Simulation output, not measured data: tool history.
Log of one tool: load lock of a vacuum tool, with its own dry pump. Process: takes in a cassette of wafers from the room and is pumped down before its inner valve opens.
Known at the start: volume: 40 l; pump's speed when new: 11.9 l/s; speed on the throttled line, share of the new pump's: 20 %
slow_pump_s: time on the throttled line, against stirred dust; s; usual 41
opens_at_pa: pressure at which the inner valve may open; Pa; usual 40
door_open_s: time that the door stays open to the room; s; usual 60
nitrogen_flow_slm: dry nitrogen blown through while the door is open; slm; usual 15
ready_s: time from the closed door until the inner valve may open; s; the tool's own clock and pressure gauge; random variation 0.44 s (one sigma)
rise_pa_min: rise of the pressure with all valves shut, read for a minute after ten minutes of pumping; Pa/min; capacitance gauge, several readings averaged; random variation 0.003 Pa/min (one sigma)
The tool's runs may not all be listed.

run,day,slow_pump_s,opens_at_pa,door_open_s,nitrogen_flow_slm,"incoming humidity of the room's air, %",ready_s,rise_pa_min
1,0.000,41,40,60,15,41.6,59.7,0.030
2,5.171,41,40,60,15,46.8,59.6,0.027
3,8.175,41,40,60,15,41.8,59.0,0.026
4,11.954,41,40,60,14,47.2,59.0,0.035
5,16.600,41,54,60,15,46.4,58.3,0.042
6,20.604,41,54,60,15,40.6,58.6,0.035
7,23.917,41,54,60,15,43.2,58.9,0.030
8,26.558,41,54,60,15,45.9,57.3,0.030
9,29.829,53,40,60,15,44.5,68.8,0.035
10,33.638,53,40,60,15,45.9,69.3,0.040
11,36.325,53,40,60,15,45.9,69.0,0.031
12,41.404,53,40,60,15,41.7,69.1,0.029
13,43.588,41,50,60,15,42.4,58.2,0.021
14,48.533,41,50,60,15,45.1,59.0,0.033
15,53.133,41,50,60,15,43.8,58.6,0.032
16,57.433,41,40,60,4,41.5,59.8,0.047
17,61.300,41,33,60,15,47.0,59.6,0.037
18,64.079,41,33,60,15,46.3,59.7,0.029
19,67.129,35,33,60,15,49.1,55.2,0.033
20,71.721,35,33,60,15,45.3,55.4,0.033
21,76.512,35,33,60,15,46.4,55.2,0.038
22,79.950,36,50,150,4,48.7,54.2,0.088
23,82.862,36,50,150,4,47.1,54.2,0.080
24,85.754,41,68,185,41,44.5,58.1,0.046
25,90.346,27,58,32,41,46.3,47.1,0.007
26,95.250,27,58,32,41,47.5,46.6,0.014
27,98.879,41,43,169,21,42.6,59.9,0.050
28,102.342,41,43,169,21,42.8,59.5,0.051
29,105.496,41,52,25,15,44.1,58.4,0.018

Run 30 comes next. What will it give?
30,110.683,41,52,100,15,46.1,?,?

{"run 30": {"ready_s": 58.9, "rise_pa_min": 0.044}}
Without the tool's hidden state the same run would have given ready_s 58.9 s, rise_pa_min 0.044 Pa/min.

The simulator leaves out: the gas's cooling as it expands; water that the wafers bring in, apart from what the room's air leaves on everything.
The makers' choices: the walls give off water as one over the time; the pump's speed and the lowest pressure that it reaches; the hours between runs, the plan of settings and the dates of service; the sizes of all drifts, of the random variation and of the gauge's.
